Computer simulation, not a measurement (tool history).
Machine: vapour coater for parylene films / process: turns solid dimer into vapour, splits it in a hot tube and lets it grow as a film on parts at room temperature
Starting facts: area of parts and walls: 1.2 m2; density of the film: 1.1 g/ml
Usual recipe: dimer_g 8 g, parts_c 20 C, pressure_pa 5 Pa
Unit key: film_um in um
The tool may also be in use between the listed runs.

{"run": 1, "hour": 0.0, "dimer_g": 8, "parts_c": 20, "pressure_pa": 5, "film_um": 3.66}
{"run": 2, "hour": 17.3, "dimer_g": 8, "parts_c": 20, "pressure_pa": 5, "film_um": 3.66}
{"run": 3, "hour": 48.8, "dimer_g": 8, "parts_c": 20, "pressure_pa": 5, "film_um": 3.6}
{"run": 4, "hour": 79.2, "dimer_g": 8, "parts_c": 20, "pressure_pa": 5, "film_um": 3.59}
{"run": 5, "hour": 103.7, "dimer_g": 8, "parts_c": 20, "pressure_pa": 2.31, "film_um": 4.12}
{"run": 6, "hour": 127.8, "dimer_g": 8, "parts_c": 20, "pressure_pa": 2.31, "film_um": 4.08}
{"run": 7, "hour": 162.9, "dimer_g": 8, "parts_c": 20, "pressure_pa": 5, "film_um": 3.55}
{"run": 8, "hour": 201.8, "dimer_g": 8, "parts_c": 20, "pressure_pa": 6.95, "film_um": 3.38}
{"run": 9, "hour": 219.2, "dimer_g": 8, "parts_c": 20, "pressure_pa": 6.95, "film_um": 3.39}
{"run": 10, "hour": 241.7, "dimer_g": 3, "parts_c": 20, "pressure_pa": 5, "film_um": 1.31}
{"run": 11, "hour": 280.6, "dimer_g": 8, "parts_c": 26, "pressure_pa": 5, "film_um": 3.08}
{"run": 12, "hour": 307.1, "dimer_g": 8, "parts_c": 22, "pressure_pa": 5, "film_um": 3.36}
{"run": 13, "hour": 345.0, "dimer_g": 8, "parts_c": 22, "pressure_pa": 5, "film_um": 3.29}
{"run": 14, "hour": 365.9, "dimer_g": 8, "parts_c": 20, "pressure_pa": 5, "film_um": 3.51}
{"hour": 372.1, "done": "trap's valve overhauled"}
{"run": 15, "hour": 403.9, "dimer_g": 8, "parts_c": 20, "pressure_pa": 5, "film_um": 3.46}

Run 16 has not been measured yet. What should we expect?
{"run": 16, "hour": 441.1, "dimer_g": 8, "parts_c": 20, "pressure_pa": 5, "film_um": "?"}

Run 16 measured film_um 3.43 um.
The same run, on a tool lacking any hidden state, would have yielded film_um 3.75 um.

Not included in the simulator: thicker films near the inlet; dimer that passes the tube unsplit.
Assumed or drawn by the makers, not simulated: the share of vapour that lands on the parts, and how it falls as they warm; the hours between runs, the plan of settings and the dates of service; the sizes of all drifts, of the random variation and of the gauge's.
